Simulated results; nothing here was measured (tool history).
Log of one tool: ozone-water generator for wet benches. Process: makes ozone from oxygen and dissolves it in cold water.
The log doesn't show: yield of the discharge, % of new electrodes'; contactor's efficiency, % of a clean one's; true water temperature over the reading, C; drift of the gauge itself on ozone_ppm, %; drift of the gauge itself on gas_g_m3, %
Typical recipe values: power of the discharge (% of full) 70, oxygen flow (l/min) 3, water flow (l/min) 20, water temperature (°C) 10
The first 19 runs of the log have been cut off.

run   hour  power of the discharge (% of full)  oxygen flow (l/min)  water flow (l/min)  water temperature (°C)  hours of work since the electrodes were changed  hours of work since the contactor was cleaned  hours of work since the thermometer was calibrated  dissolved ozone (ppm)  ozone in the gas ahead of the water (g/m3)
 20    383                                  50                    3                  12                      14                                              982                                           5595                                                  75                   11.7                                       123.2
 21  407.6                                  50                    3                  12                      14                                              998                                           5610                                                  90                   11.6                                       122.1
 22  438.3                                  50                    3                  12                      14                                             1017                                           5629                                                 109                   11.8                                       121.7
 23  454.1                                  70                    3                  20                      14                                             1027                                           5639                                                 119                    9.2                                       154.3
 24  471.2                                  85                    3                  32                      10                                             1037                                           5650                                                 130                    6.8                                       176.9
 25  487.6                                  85                    3                  32                      10                                             1048                                           5660                                                 140                    6.9                                       178.4
 26  515.2                                  42                 3.73                  30                      18                                             1065                                           5677                                                 157                    4.6                                        99.3
 27  533.8                                  70                    3                  15                      10                                             1077                                           5689                                                 169                   12.6                                       155.2
 28  546.8                                  40                 2.72                  16                      10                                             1085                                           5697                                                 177                    7.7                                       106.6
 29  575.7                                  40                 2.72                  14                      10                                             1103                                           5715                                                 195                    9.1                                       108.4
 30  588.2                                  70                 1.59                  20                       9                                             1111                                           5723                                                 203                    7.5                                       198.6
 31  615.7                                  70                 1.59                  20                       9                                             1128                                           5740                                                 220                    7.6                                       198.4
 32  636.7                                  66                 1.57                  12                      10                                             1141                                           5753                                                 233                     12                                       190.7
 33  650.4                                  66                 1.57                  29                      13                                             1149                                           5762                                                 242                    4.5                                         191

Forecast each of these 4 alternatives for the next run:
  A  663.5                                  70                    3                  27                      10                                             1158                                           5770                                                 250                      ?                                           ?
  B  663.5                                  69                 1.57                  29                      13                                             1158                                           5770                                                 250                      ?                                           ?
  C  663.5                                  68                 1.57                  20                      13                                             1158                                           5770                                                 250                      ?                                           ?
  D  663.5                                  85                 1.57                  29                      13                                             1158                                           5770                                                 250                      ?                                           ?

run  dissolved ozone (ppm)  ozone in the gas ahead of the water (g/m3)
  A                    7.1                                       154.6
  B                      5                                       198.9
  C                    7.2                                       194.9
  D                    5.4                                       229.7
Stripped of hidden state, with their random variation kept, the same runs would have yielded:
run  dissolved ozone (ppm)  ozone in the gas ahead of the water (g/m3)
  A                    7.6                                       157.6
  B                    5.3                                       202.7
  C                    7.6                                       198.6
  D                    5.8                                       234.7
